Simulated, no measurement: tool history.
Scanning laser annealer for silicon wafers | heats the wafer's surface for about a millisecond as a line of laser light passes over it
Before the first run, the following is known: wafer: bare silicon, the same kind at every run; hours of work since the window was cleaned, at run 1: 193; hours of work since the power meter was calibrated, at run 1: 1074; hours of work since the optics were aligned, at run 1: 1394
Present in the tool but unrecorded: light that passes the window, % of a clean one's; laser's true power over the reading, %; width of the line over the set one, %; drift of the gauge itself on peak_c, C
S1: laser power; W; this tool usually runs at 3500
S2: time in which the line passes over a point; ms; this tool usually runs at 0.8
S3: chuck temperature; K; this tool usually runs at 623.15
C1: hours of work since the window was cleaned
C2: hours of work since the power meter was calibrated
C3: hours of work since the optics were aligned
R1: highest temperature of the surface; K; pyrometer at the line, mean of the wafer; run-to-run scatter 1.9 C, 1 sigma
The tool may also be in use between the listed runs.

run	hour	S1	S2	S3	C1	C2	C3	R1
1	0	3500	0.8	623.15	193	1074	1394	1367.15
2	74.6	3500	0.8	623.15	236	1117	1437	1365.15
3	155.4	3500	0.8	623.15	282	1163	1483	1358.15
4	209	3500	0.8	623.15	313	1194	1514	1363.15
5	249.1	3500	0.8	623.15	336	1217	1537	1362.15
6	283.1	3500	0.8	613.15	355	1237	1557	1345.15
7	320.4	3500	0.8	613.15	376	1258	1578	1348.15
8	361	3500	0.8	623.15	400	1281	1601	1353.15
9	418.1	3500	0.8	623.15	432	1314	1634	1353.15
# hour 471.1: window over the wafer cleaned
10	494.3	3500	0.8	623.15	13	1356	1676	1372.15
11	550.8	3500	0.8	623.15	46	1389	1709	1374.15
12	608.7	3500	0.8	623.15	79	1422	1742	1370.15
13	657.6	3500	0.8	623.15	107	1450	1770	1370.15
14	710.9	3500	0.8	623.15	137	1480	1800	1368.15
15	753.8	3500	0.8	623.15	162	1505	1825	1364.15
16	786.6	3500	0.8	623.15	181	1524	1844	1364.15
17	830.8	3276	0.787	644.15	206	1549	1869	1332.15
# hour 898.2: optics aligned, line set to its width
18	899.1	3734	0.859	621.15	242	1585	1	1430.15
19	935.8	3726	0.609	588.15	263	1606	22	1250.15
20	996.2	3638	0.76	655.15	298	1641	56	1387.15
21	1038.6	3271	0.8	635.15	322	1665	80	1316.15
# hour 1105.3: optics aligned, line set to its width, once more
22	1123.5	2977	0.84	646.15	368	1711	10	1298.15
23	1183.9	3500	0.952	623.15	402	1746	45	1442.15
24	1241.2	3282	0.848	623.15	435	1778	78	1341.15
# hour 1290.4: window over the wafer cleaned
25	1309.5	3562	0.768	615.15	11	1816	116	1366.15
26	1369.2	3285	0.662	634.15	45	1850	150	1272.15
27	1422	3285	0.662	620.15	75	1881	180	1256.15
28	1482.3	3285	0.805	597.15	110	1915	215	1309.15
29	1542.6	3285	0.805	597.15	144	1950	249	1307.15
30	1584.5	3285	0.701	587.15	168	1974	273	1241.15

How the hidden state differs across the entries between the runs, from the last listed run before each to the first after it:
After run 9, before run 10: window over the wafer cleaned (hour 471.1)
  light that passes the window, % of a clean one's: 96.8 -> 99.76; laser's true power over the reading, %: -0.45 -> -0.46; width of the line over the set one, %: 3.66 -> 3.75
  measured result minus the result with no hidden state, R1: -39 -> -17 K
After run 17, before run 18: optics aligned, line set to its width (hour 898.2)
  light that passes the window, % of a clean one's: 98.34 -> 98.1; laser's true power over the reading, %: -0.51 -> -0.52; width of the line over the set one, %: 4.15 -> 6.38
  measured result minus the result with no hidden state, R1: -27 -> -41 K
After run 21, before run 22: optics aligned, line set to its width, once more (hour 1105.3)
  light that passes the window, % of a clean one's: 97.53 -> 97.21; laser's true power over the reading, %: -0.54 -> -0.55; width of the line over the set one, %: 6.54 -> 0.59
  measured result minus the result with no hidden state, R1: -39 -> -24 K
After run 24, before run 25: window over the wafer cleaned (hour 1290.4)
  light that passes the window, % of a clean one's: 96.73 -> 99.75; laser's true power over the reading, %: -0.56 -> -0.57; width of the line over the set one, %: 0.74 -> 0.82
  measured result minus the result with no hidden state, R1: -30 -> -9 K
